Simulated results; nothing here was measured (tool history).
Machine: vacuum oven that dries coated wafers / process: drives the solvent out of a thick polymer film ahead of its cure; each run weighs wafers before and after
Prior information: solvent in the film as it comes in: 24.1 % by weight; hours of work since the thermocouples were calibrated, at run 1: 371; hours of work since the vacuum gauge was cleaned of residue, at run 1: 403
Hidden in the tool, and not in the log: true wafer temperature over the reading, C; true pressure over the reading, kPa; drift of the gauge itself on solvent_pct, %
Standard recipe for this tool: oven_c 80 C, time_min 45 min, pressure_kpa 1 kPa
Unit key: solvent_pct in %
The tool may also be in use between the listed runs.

run	hour	oven_c	time_min	pressure_kpa	hours of work since the thermocouples were calibrated	hours of work since the vacuum gauge was cleaned of residue	solvent_pct
1	0	80	45	1	371	403	4.61
2	23.7	80	45	3.53	388	420	5.16
3	49.1	80	45	3.53	405	438	5.15
4	83.3	80	45	3.53	429	462	5.17
5	116.4	80	45	1	453	485	4.77
6	137.3	80	45	1	467	499	4.66
7	167.3	80	45	1	488	521	4.62
8	199.1	85	45	1	511	543	3.52
9	218	85	45	1	524	556	3.46
# hour 222.9: oven's thermocouples calibrated
10	234.9	80	45	1	8	566	4.84
11	253	72	45	1	21	579	7.39
12	268.2	76	45	1	32	590	6.21
13	296.8	76	45	1	52	610	6.19

What does the tool deliver on the next run?
14	324.3	71	27	1	71	629	?

Run 14 produced solvent_pct 10.91 %.
On a tool with no hidden condition, and with the same random variation, this run would have come out at solvent_pct 10.25 %.

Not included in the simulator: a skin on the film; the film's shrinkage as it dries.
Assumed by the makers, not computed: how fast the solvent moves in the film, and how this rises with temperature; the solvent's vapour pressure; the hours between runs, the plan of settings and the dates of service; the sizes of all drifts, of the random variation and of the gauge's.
